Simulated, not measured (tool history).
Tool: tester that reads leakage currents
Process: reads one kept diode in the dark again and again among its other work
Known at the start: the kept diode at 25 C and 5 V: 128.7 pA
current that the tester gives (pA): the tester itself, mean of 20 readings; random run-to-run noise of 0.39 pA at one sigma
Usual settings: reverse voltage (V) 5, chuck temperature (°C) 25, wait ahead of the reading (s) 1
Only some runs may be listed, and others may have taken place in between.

run	hour	reverse voltage (V)	chuck temperature (°C)	wait ahead of the reading (s)	current that the tester gives (pA)
1	0	5	25	1	113.85
2	75.7	5.67	25	1	117.97
3	119.4	5	25	1	112.59
4	168.2	5	25	1	111.84
5	217.3	5	25	1	111.24
6	263.4	5	25	1	111.2
7	338	5.77	25	1	116.98
8	397.6	5.77	25	1	115.73
9	438.2	5.77	25	1	115.19
10	511.9	5	25	1	98.97
11	554.6	5	25	1	99.09
12	614.3	5	25	0.32	100.45
13	654.6	5	25	0.32	132.86
14	729.4	5	25	0.32	132.73
15	776.8	5	25	1	129.83
16	820.4	5	25	1	129.41
17	870.1	3.35	57	1	1590.73
18	916	13.22	57	5.83	2617.98
19	969	13.22	57	5.83	2598.26
20	1028.5	6.78	49	9.15	1100.58
21	1077.4	14.06	49	9.15	1421.8
22	1110.8	2.38	25	0.66	95.47
23	1178.7	2.38	25	0.66	95.36
24	1231.3	4.47	40	1	440.84
25	1291.3	4.47	40	1	441.98
26	1326.1	3.19	32	0.48	196.15
27	1397.3	3.19	32	0.48	194.63
28	1446.2	1.2	37	1	209.5
29	1485	1.2	21	2.45	49.05
30	1545.6	11.62	51	1.09	1483.01
31	1594	4.51	53	1	1233.31
32	1667.2	3.76	53	1.67	1141.48

Not shown here: 2 entries made in the log between runs. Locate each between two listed runs and compare the hidden state at the listed run before it with the hidden state at the listed run after it:
Runs 9 to 10: chuck's temperature calibrated (hour 447.5)
  stray current of the dirty probe card, pA a volt: 0.14 -> 0.154; true chuck temperature over the reading, C: -1.9 -> -2.93
  the result without the hidden state subtracted from the measured one, current that the tester gives (pA): -21.55 -> -30.25
Runs 12 to 13: chuck's temperature calibrated, once more (hour 640.2)
  stray current of the dirty probe card, pA a volt: 0.176 -> 0.183; true chuck temperature over the reading, C: -3.04 -> 0.09
  the result without the hidden state subtracted from the measured one, current that the tester gives (pA): -31.23 -> +1.55
